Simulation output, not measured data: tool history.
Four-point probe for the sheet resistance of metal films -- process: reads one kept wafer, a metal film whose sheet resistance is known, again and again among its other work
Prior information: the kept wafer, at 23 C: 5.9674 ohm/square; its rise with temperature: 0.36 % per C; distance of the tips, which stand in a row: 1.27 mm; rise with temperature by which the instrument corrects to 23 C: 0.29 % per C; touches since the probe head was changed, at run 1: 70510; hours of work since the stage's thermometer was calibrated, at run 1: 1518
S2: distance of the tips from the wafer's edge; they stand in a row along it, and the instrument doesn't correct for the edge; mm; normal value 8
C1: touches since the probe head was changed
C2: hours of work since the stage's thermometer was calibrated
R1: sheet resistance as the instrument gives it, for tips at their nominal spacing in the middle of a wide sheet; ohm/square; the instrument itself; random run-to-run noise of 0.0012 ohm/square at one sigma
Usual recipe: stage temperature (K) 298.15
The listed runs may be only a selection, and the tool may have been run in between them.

Run 1, hour 0.0: usual settings; C1 70510; C2 1518. Result: R1 6.057056 ohm/square.
Run 2, hour 73.9: usual settings; C1 72169; C2 1556. Result: R1 6.056412 ohm/square.
Run 3, hour 148.0: usual settings; C1 73831; C2 1594. Result: R1 6.055467 ohm/square.
Run 4, hour 215.3: usual settings but S2 3 mm; C1 75344; C2 1629. Result: R1 6.498144 ohm/square.
At hour 262.4: new probe head fitted.
Run 5, hour 262.4: usual settings but stage temperature (K) 307.15; C1 0; C2 1653. Result: R1 6.091601 ohm/square.
Run 6, hour 327.7: usual settings but stage temperature (K) 307.15; C1 1466; C2 1687. Result: R1 6.092145 ohm/square.
Run 7, hour 378.3: usual settings but stage temperature (K) 307.15; C1 2602; C2 1713. Result: R1 6.090600 ohm/square.
Run 8, hour 437.8: usual settings but stage temperature (K) 307.15; C1 3937; C2 1744. Result: R1 6.090140 ohm/square.
Run 9, hour 493.2: usual settings but stage temperature (K) 307.15; C1 5181; C2 1773. Result: R1 6.092646 ohm/square.
Run 10, hour 566.5: usual settings but stage temperature (K) 299.15; C1 6827; C2 1811. Result: R1 6.059464 ohm/square.
Run 11, hour 599.2: usual settings but stage temperature (K) 299.15; C1 7562; C2 1828. Result: R1 6.058676 ohm/square.
Run 12, hour 653.7: usual settings but stage temperature (K) 299.15; C1 8784; C2 1856. Result: R1 6.056615 ohm/square.
At hour 684.9: stage's thermometer calibrated.
Run 13, hour 732.8: usual settings but stage temperature (K) 299.15; C1 10550; C2 25. Result: R1 6.059609 ohm/square.
Run 14, hour 777.7: usual settings but stage temperature (K) 299.15; C1 11558; C2 48. Result: R1 6.060817 ohm/square.
Run 15, hour 842.7: usual settings but stage temperature (K) 299.15; C1 13016; C2 82. Result: R1 6.060109 ohm/square.
Run 16, hour 901.9: usual settings but stage temperature (K) 306.15; C1 14345; C2 113. Result: R1 6.087588 ohm/square.
Run 17, hour 941.3: usual settings but stage temperature (K) 306.15; C1 15232; C2 133. Result: R1 6.088439 ohm/square.
Run 18, hour 982.1: usual settings but stage temperature (K) 306.15; C1 16148; C2 154. Result: R1 6.089723 ohm/square.
Run 19, hour 1033.9: usual settings; C1 17309; C2 181. Result: R1 6.054995 ohm/square.
Run 20, hour 1067.5: usual settings; C1 18063; C2 198. Result: R1 6.056668 ohm/square.
Run 21, hour 1108.3: usual settings; C1 18980; C2 220. Result: R1 6.053669 ohm/square.
Run 22, hour 1165.1: usual settings; C1 20255; C2 249. Result: R1 6.056803 ohm/square.
Run 23, hour 1228.5: usual settings; C1 21678; C2 282. Result: R1 6.057821 ohm/square.
Run 24, hour 1293.4: usual settings; C1 23135; C2 316. Result: R1 6.056140 ohm/square.
Run 25, hour 1336.0: usual settings but stage temperature (K) 295.15, S2 26 mm; C1 24093; C2 338. Result: R1 5.973403 ohm/square.
Run 26, hour 1399.1: usual settings but S2 34 mm; C1 25510; C2 370. Result: R1 5.978201 ohm/square.
Run 27, hour 1471.4: usual settings but stage temperature (K) 297.15; C1 27132; C2 408. Result: R1 6.052548 ohm/square.
Run 28, hour 1514.5: usual settings but stage temperature (K) 301.15, S2 21 mm; C1 28099; C2 430. Result: R1 5.999115 ohm/square.
Run 29, hour 1566.6: usual settings but stage temperature (K) 301.15, S2 21 mm; C1 29269; C2 457. Result: R1 5.998543 ohm/square.
Run 30, hour 1621.4: usual settings but stage temperature (K) 301.15, S2 21 mm; C1 30500; C2 486. Result: R1 6.000351 ohm/square.
Run 31, hour 1655.5: usual settings but stage temperature (K) 308.15, S2 11 mm; C1 31265; C2 503. Result: R1 6.057645 ohm/square.
Run 32, hour 1695.7: usual settings but stage temperature (K) 296.15, S2 24 mm; C1 32168; C2 524. Result: R1 5.975141 ohm/square.
Run 33, hour 1761.9: usual settings but stage temperature (K) 296.15, S2 24 mm; C1 33655; C2 559. Result: R1 5.976995 ohm/square.
Run 34, hour 1822.4: usual settings but stage temperature (K) 296.15, S2 24 mm; C1 35011; C2 590. Result: R1 5.976113 ohm/square.
Run 35, hour 1872.2: usual settings but stage temperature (K) 292.15, S2 34 mm; C1 36129; C2 616. Result: R1 5.954385 ohm/square.
Run 36, hour 1907.4: usual settings but stage temperature (K) 301.15, S2 3 mm; C1 36921; C2 634. Result: R1 6.509494 ohm/square.
Run 37, hour 1958.2: usual settings but stage temperature (K) 303.15, S2 3 mm; C1 38061; C2 660. Result: R1 6.519017 ohm/square.
Run 38, hour 2016.9: usual settings but stage temperature (K) 303.15, S2 3 mm; C1 39378; C2 691. Result: R1 6.518185 ohm/square.
Run 39, hour 2052.3: usual settings but stage temperature (K) 304.15, S2 49 mm; C1 40174; C2 709. Result: R1 6.003408 ohm/square.
Run 40, hour 2114.6: usual settings but stage temperature (K) 304.15, S2 49 mm; C1 41572; C2 742. Result: R1 5.999161 ohm/square.
Run 41, hour 2164.2: usual settings but stage temperature (K) 304.15, S2 49 mm; C1 42686; C2 767. Result: R1 6.002258 ohm/square.
Run 42, hour 2206.3: usual settings but stage temperature (K) 304.15, S2 49 mm; C1 43631; C2 789. Result: R1 6.000508 ohm/square.

Expected results for the next run?
Run 43, hour 2248.3: usual settings but stage temperature (K) 305.15, S2 12 mm; C1 44575; C2 811. Result: R1 ?.

R1: 6.040420 ohm/square
With no hidden state in the tool, this same run would have given R1 6.040287 ohm/square.
